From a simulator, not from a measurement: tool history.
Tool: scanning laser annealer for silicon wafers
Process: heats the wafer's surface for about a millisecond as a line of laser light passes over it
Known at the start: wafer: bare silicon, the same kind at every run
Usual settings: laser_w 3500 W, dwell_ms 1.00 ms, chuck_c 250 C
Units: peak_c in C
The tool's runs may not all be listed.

{"run": 1, "hour": 0.0, "laser_w": 3500, "dwell_ms": 1.0, "chuck_c": 250, "peak_c": 968}
{"run": 2, "hour": 7.4, "laser_w": 3500, "dwell_ms": 1.07, "chuck_c": 250, "peak_c": 992}
{"run": 3, "hour": 13.9, "laser_w": 3500, "dwell_ms": 1.07, "chuck_c": 250, "peak_c": 989}
{"run": 4, "hour": 21.8, "laser_w": 3500, "dwell_ms": 1.07, "chuck_c": 250, "peak_c": 988}
{"run": 5, "hour": 26.3, "laser_w": 3500, "dwell_ms": 1.07, "chuck_c": 250, "peak_c": 991}
{"run": 6, "hour": 36.6, "laser_w": 3097, "dwell_ms": 1.07, "chuck_c": 250, "peak_c": 882}
{"run": 7, "hour": 41.4, "laser_w": 3097, "dwell_ms": 1.07, "chuck_c": 250, "peak_c": 880}
{"run": 8, "hour": 51.7, "laser_w": 3500, "dwell_ms": 1.0, "chuck_c": 250, "peak_c": 966}
{"run": 9, "hour": 59.6, "laser_w": 3257, "dwell_ms": 1.0, "chuck_c": 250, "peak_c": 901}
{"run": 10, "hour": 66.1, "laser_w": 3257, "dwell_ms": 1.0, "chuck_c": 250, "peak_c": 902}
{"run": 11, "hour": 70.9, "laser_w": 3257, "dwell_ms": 1.0, "chuck_c": 250, "peak_c": 899}
{"run": 12, "hour": 79.8, "laser_w": 3500, "dwell_ms": 1.0, "chuck_c": 281, "peak_c": 995}
{"run": 13, "hour": 90.1, "laser_w": 3500, "dwell_ms": 1.0, "chuck_c": 281, "peak_c": 994}
{"run": 14, "hour": 100.7, "laser_w": 3500, "dwell_ms": 0.87, "chuck_c": 250, "peak_c": 919}
{"run": 15, "hour": 110.3, "laser_w": 3500, "dwell_ms": 0.87, "chuck_c": 250, "peak_c": 919}

Forecast run 16:
{"run": 16, "hour": 118.3, "laser_w": 3500, "dwell_ms": 0.87, "chuck_c": 250, "peak_c": "?"}

{"run 16": {"peak_c": 914}}
Without the tool's hidden state the same run would have given peak_c 945 C.
